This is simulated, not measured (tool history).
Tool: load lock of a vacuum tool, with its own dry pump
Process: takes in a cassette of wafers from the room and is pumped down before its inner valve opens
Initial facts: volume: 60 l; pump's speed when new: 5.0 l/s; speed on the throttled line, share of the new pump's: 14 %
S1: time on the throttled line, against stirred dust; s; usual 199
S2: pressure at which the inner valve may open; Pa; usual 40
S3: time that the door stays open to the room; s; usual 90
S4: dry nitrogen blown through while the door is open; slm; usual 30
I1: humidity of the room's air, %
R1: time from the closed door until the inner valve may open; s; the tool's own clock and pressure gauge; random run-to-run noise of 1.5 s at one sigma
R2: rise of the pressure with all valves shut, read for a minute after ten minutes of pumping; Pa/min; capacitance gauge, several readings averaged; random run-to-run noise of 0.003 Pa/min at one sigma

Run 1, day 0: usual settings; I1 43.9. Result: R1 266.9 s, R2 0.066 Pa/min.
Run 2, day 4.179: usual settings but S2 75 Pa; I1 46.5. Result: R1 258.7 s, R2 0.071 Pa/min.
Run 3, day 7.504: usual settings but S1 121 s, S2 75 Pa; I1 43.2. Result: R1 189.7 s, R2 0.065 Pa/min.
Run 4, day 12.779: usual settings; I1 43.2. Result: R1 265.6 s, R2 0.068 Pa/min.
Run 5, day 16.867: usual settings; I1 43.2. Result: R1 268.1 s, R2 0.07 Pa/min.
Run 6, day 20.767: usual settings; I1 46. Result: R1 266.8 s, R2 0.071 Pa/min.
Run 7, day 27.196: usual settings but S4 5 slm; I1 42.8. Result: R1 266.3 s, R2 0.096 Pa/min.
Run 8, day 31.917: usual settings but S1 137 s; I1 40.6. Result: R1 211.8 s, R2 0.072 Pa/min.
Run 9, day 34.871: usual settings but S1 137 s; I1 43.2. Result: R1 216 s, R2 0.073 Pa/min.
Run 10, day 37.688: usual settings but S2 66 Pa; I1 46. Result: R1 261.6 s, R2 0.08 Pa/min.
Run 11, day 41.992: usual settings but S2 66 Pa; I1 41.3. Result: R1 261.6 s, R2 0.075 Pa/min.
Run 12, day 44.946: usual settings but S1 292 s; I1 43.4. Result: R1 346.6 s, R2 0.084 Pa/min.
Run 13, day 50.021: usual settings but S1 292 s; I1 43.4. Result: R1 346.9 s, R2 0.074 Pa/min.
Run 14, day 53.1: usual settings but S3 190 s; I1 44.6. Result: R1 265.9 s, R2 0.096 Pa/min.
Run 15, day 59.329: usual settings but S3 190 s, S4 23 slm; I1 46.4. Result: R1 267.4 s, R2 0.11 Pa/min.
Run 16, day 63.75: usual settings; I1 47.1. Result: R1 266 s, R2 0.087 Pa/min.
Run 17, day 69.642: usual settings; I1 46.6. Result: R1 264.5 s, R2 0.093 Pa/min.
Run 18, day 75.788: usual settings but S1 176 s; I1 41.5. Result: R1 247.5 s, R2 0.085 Pa/min.
Run 19, day 80.162: usual settings but S1 176 s; I1 43.6. Result: R1 249.3 s, R2 0.084 Pa/min.
Run 20, day 84.933: usual settings but S1 176 s, S4 37 slm; I1 39.7. Result: R1 248.4 s, R2 0.088 Pa/min.
Run 21, day 88.338: usual settings but S1 104 s, S4 13 slm; I1 46.3. Result: R1 186.3 s, R2 0.101 Pa/min.
Run 22, day 94.329: usual settings but S1 104 s, S3 34 s, S4 9 slm; I1 49.7. Result: R1 188.2 s, R2 0.08 Pa/min.
Run 23, day 100.679: usual settings but S1 104 s, S3 34 s, S4 9 slm; I1 44.3. Result: R1 187.5 s, R2 0.078 Pa/min.
Run 24, day 103.65: usual settings but S1 104 s, S3 34 s, S4 9 slm; I1 47.1. Result: R1 187 s, R2 0.08 Pa/min.
Run 25, day 109.512: usual settings but S1 104 s, S3 34 s, S4 9 slm; I1 46.1. Result: R1 187.3 s, R2 0.084 Pa/min.
Run 26, day 114.442: usual settings but S1 104 s, S3 34 s, S4 9 slm; I1 46.2. Result: R1 186 s, R2 0.084 Pa/min.
Run 27, day 118.854: usual settings but S2 36 Pa, S3 118 s; I1 46.1. Result: R1 269.7 s, R2 0.102 Pa/min.
Run 28, day 122.379: usual settings but S2 36 Pa, S3 118 s; I1 44.5. Result: R1 270.8 s, R2 0.099 Pa/min.
Run 29, day 128.967: usual settings but S2 36 Pa, S3 118 s; I1 44. Result: R1 270.5 s, R2 0.104 Pa/min.
Run 30, day 132.896: usual settings but S3 68 s, S4 6 slm; I1 46.6. Result: R1 269 s, R2 0.113 Pa/min.
Run 31, day 137.962: usual settings but S2 34 Pa, S3 68 s, S4 6 slm; I1 49.7. Result: R1 271.3 s, R2 0.113 Pa/min.
Run 32, day 142.067: usual settings but S2 57 Pa, S3 201 s, S4 22 slm; I1 41.7. Result: R1 261.1 s, R2 0.133 Pa/min.
Run 33, day 145.292: usual settings but S1 309 s, S2 38 Pa, S3 46 s, S4 5 slm; I1 45.6. Result: R1 366.1 s, R2 0.105 Pa/min.
Run 34, day 151.371: usual settings but S1 378 s, S3 127 s; I1 44.4. Result: R1 422.7 s, R2 0.112 Pa/min.
Run 35, day 157.279: usual settings but S3 112 s; I1 45.1. Result: R1 269.8 s, R2 0.111 Pa/min.
Run 36, day 160.942: usual settings but S2 55 Pa, S4 6 slm; I1 45.1. Result: R1 265.5 s, R2 0.128 Pa/min.
Run 37, day 167.571: usual settings but S3 46 s; I1 48.2. Result: R1 270.2 s, R2 0.096 Pa/min.
Run 38, day 170.992: usual settings but S3 46 s; I1 40.4. Result: R1 266.7 s, R2 0.099 Pa/min.

Difference, measured minus no-hidden-state, one row per run. Run-to-run variation is common to both terms; the gauge's own scatter need not be:
Unlogged tool condition in this case: pump's speed, % of a new pump's; leak at the door's seal, Pa l/s; drift of the gauge itself on ready_s, %; drift of the gauge itself on rise_pa_min, %.
run    R1      R2
  1  +0.9  +0.033
  2  +0.9  +0.034
  3  +1.1  +0.033
  4  +1.1  +0.036
  5  +1.2  +0.037
  6  +1.3  +0.037
  7  +1.3  +0.038
  8  +1.6   +0.04
  9  +1.6   +0.04
 10  +1.3  +0.041
 11  +1.4  +0.042
 12  +1.3  +0.043
 13  +1.3  +0.045
 14  +1.7  +0.044
 15  +1.8  +0.046
 16  +1.9  +0.047
 17  +1.9  +0.049
 18  +2.2  +0.049
 19  +2.3   +0.05
 20  +2.3  +0.051
 21  +2.7  +0.053
 22  +2.8  +0.054
 23  +2.9  +0.055
 24    +3  +0.056
 25  +3.1  +0.058
 26  +3.1  +0.059
 27  +2.7  +0.061
 28  +2.8  +0.061
 29  +2.9  +0.063
 30  +2.9  +0.065
 31    +3  +0.066
 32  +2.8  +0.066
 33  +2.4  +0.066
 34    +2  +0.071
 35  +3.3  +0.071
 36  +3.2  +0.071
 37  +3.4  +0.074
 38  +3.4  +0.075

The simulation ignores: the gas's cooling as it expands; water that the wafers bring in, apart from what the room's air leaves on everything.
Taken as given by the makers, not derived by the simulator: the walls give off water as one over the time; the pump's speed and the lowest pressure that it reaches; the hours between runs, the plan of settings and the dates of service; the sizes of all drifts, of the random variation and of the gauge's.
